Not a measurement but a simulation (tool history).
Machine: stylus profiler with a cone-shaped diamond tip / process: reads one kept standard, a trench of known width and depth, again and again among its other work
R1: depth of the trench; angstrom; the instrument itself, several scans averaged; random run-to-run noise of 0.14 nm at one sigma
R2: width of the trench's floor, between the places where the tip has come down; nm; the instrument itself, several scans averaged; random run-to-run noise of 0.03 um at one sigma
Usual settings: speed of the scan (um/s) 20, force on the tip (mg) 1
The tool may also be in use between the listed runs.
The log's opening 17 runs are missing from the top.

run 18 hour=581.5 | speed_of_the_scan_(um/s)=20 force_on_the_tip_(mg)=1.62 | R1=5059 R2=15540
run 19 hour=614.2 | speed_of_the_scan_(um/s)=20 force_on_the_tip_(mg)=1.62 | R1=5056.7 R2=15530
run 20 hour=650.5 | speed_of_the_scan_(um/s)=18 force_on_the_tip_(mg)=1.62 | R1=5057.9 R2=15490
run 21 hour=695.1 | speed_of_the_scan_(um/s)=20 force_on_the_tip_(mg)=1 | R1=5043 R2=15480
run 22 hour=745.8 | speed_of_the_scan_(um/s)=20 force_on_the_tip_(mg)=1 | R1=5041 R2=15510
run 23 hour=799 | speed_of_the_scan_(um/s)=20 force_on_the_tip_(mg)=1 | R1=5039.9 R2=15450
run 24 hour=842.3 | speed_of_the_scan_(um/s)=20 force_on_the_tip_(mg)=2.84 | R1=5083.1 R2=15540
run 25 hour=870.9 | speed_of_the_scan_(um/s)=14 force_on_the_tip_(mg)=0.53 | R1=5026 R2=15450
run 26 hour=908.1 | speed_of_the_scan_(um/s)=35 force_on_the_tip_(mg)=1 | R1=5040.7 R2=15350
run 27 hour=949.3 | speed_of_the_scan_(um/s)=35 force_on_the_tip_(mg)=1 | R1=5046.2 R2=15400
run 28 hour=971.7 | speed_of_the_scan_(um/s)=10 force_on_the_tip_(mg)=0.57 | R1=5028.4 R2=15490
run 29 hour=1006.8 | speed_of_the_scan_(um/s)=10 force_on_the_tip_(mg)=0.57 | R1=5028.4 R2=15510
-- hour=1011.7 height scale calibrated on a step standard
run 30 hour=1042 | speed_of_the_scan_(um/s)=10 force_on_the_tip_(mg)=0.57 | R1=5025 R2=15560
run 31 hour=1092.8 | speed_of_the_scan_(um/s)=10 force_on_the_tip_(mg)=0.57 | R1=5026.4 R2=15540
-- hour=1099 new tip fitted, height scale calibrated
run 32 hour=1132.2 | speed_of_the_scan_(um/s)=10 force_on_the_tip_(mg)=0.57 | R1=5027.7 R2=15520
run 33 hour=1159.1 | speed_of_the_scan_(um/s)=70 force_on_the_tip_(mg)=0.34 | R1=5018.5 R2=14780
run 34 hour=1203.1 | speed_of_the_scan_(um/s)=70 force_on_the_tip_(mg)=0.34 | R1=5018.6 R2=14790
run 35 hour=1247 | speed_of_the_scan_(um/s)=8 force_on_the_tip_(mg)=2.49 | R1=5076 R2=15570
run 36 hour=1295.5 | speed_of_the_scan_(um/s)=12 force_on_the_tip_(mg)=1 | R1=5042.7 R2=15560
run 37 hour=1336.8 | speed_of_the_scan_(um/s)=24 force_on_the_tip_(mg)=0.97 | R1=5038 R2=15480

The next listed run, before its measurement:
run 38 hour=1358.3 | speed_of_the_scan_(um/s)=24 force_on_the_tip_(mg)=0.97 | R1=? R2=?

R1: 5040 angstrom
R2: 15440 nm
Take away the tool's hidden state, keep the run-to-run variation as it was, and the same run would have given R1 5040 angstrom, R2 15440 nm.
